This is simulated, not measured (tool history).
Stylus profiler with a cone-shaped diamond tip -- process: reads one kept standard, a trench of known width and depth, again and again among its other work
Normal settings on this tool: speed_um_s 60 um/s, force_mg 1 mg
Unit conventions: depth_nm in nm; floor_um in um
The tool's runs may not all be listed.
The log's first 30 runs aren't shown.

run 31 hour=2219.5 | speed_um_s=18 force_mg=0.34 | depth_nm=503.85 floor_um=43.88
run 32 hour=2273.7 | speed_um_s=167 force_mg=1.85 | depth_nm=507.71 floor_um=43
run 33 hour=2385.7 | speed_um_s=44 force_mg=2.06 | depth_nm=508.19 floor_um=43.78
run 34 hour=2434.4 | speed_um_s=44 force_mg=2.06 | depth_nm=508.52 floor_um=43.7
run 35 hour=2548 | speed_um_s=227 force_mg=2.1 | depth_nm=508.62 floor_um=42.36
run 36 hour=2657.1 | speed_um_s=43 force_mg=2.86 | depth_nm=510.27 floor_um=43.55
run 37 hour=2753 | speed_um_s=43 force_mg=2.86 | depth_nm=510.57 floor_um=43.49
run 38 hour=2859 | speed_um_s=82 force_mg=2.47 | depth_nm=509.6 floor_um=43.15
run 39 hour=2945.2 | speed_um_s=82 force_mg=2.47 | depth_nm=509.68 floor_um=43.09
run 40 hour=3050 | speed_um_s=188 force_mg=1.17 | depth_nm=506.71 floor_um=41.87
run 41 hour=3138 | speed_um_s=15 force_mg=2.14 | depth_nm=509.28 floor_um=43.31
run 42 hour=3193.2 | speed_um_s=15 force_mg=2.14 | depth_nm=509.21 floor_um=43.35
run 43 hour=3276 | speed_um_s=17 force_mg=1.7 | depth_nm=508.12 floor_um=43.18
-- hour=3299.7 height scale calibrated on a step standard
run 44 hour=3327.8 | speed_um_s=17 force_mg=1.7 | depth_nm=506.23 floor_um=43.18
run 45 hour=3439.1 | speed_um_s=82 force_mg=2.39 | depth_nm=507.91 floor_um=42.7
run 46 hour=3514.6 | speed_um_s=27 force_mg=1.32 | depth_nm=505.22 floor_um=42.98
run 47 hour=3606.7 | speed_um_s=70 force_mg=0.55 | depth_nm=503.15 floor_um=42.2

Below are 3 alternative next runs, each starting from the tool's condition after run 47. Predict each:
run A hour=3686.3 | speed_um_s=165 force_mg=1 | depth_nm=? floor_um=?
run B hour=3686.3 | speed_um_s=137 force_mg=0.44 | depth_nm=? floor_um=?
run C hour=3686.3 | speed_um_s=118 force_mg=0.55 | depth_nm=? floor_um=?

run=A depth_nm=504.73 floor_um=41.46
run=B depth_nm=502.86 floor_um=41.12
run=C depth_nm=503.25 floor_um=41.53
Had the tool no hidden state, the same runs would have come out as:
run=A depth_nm=504.32 floor_um=44.04
run=B depth_nm=502.45 floor_um=43.7
run=C depth_nm=502.85 floor_um=44.11
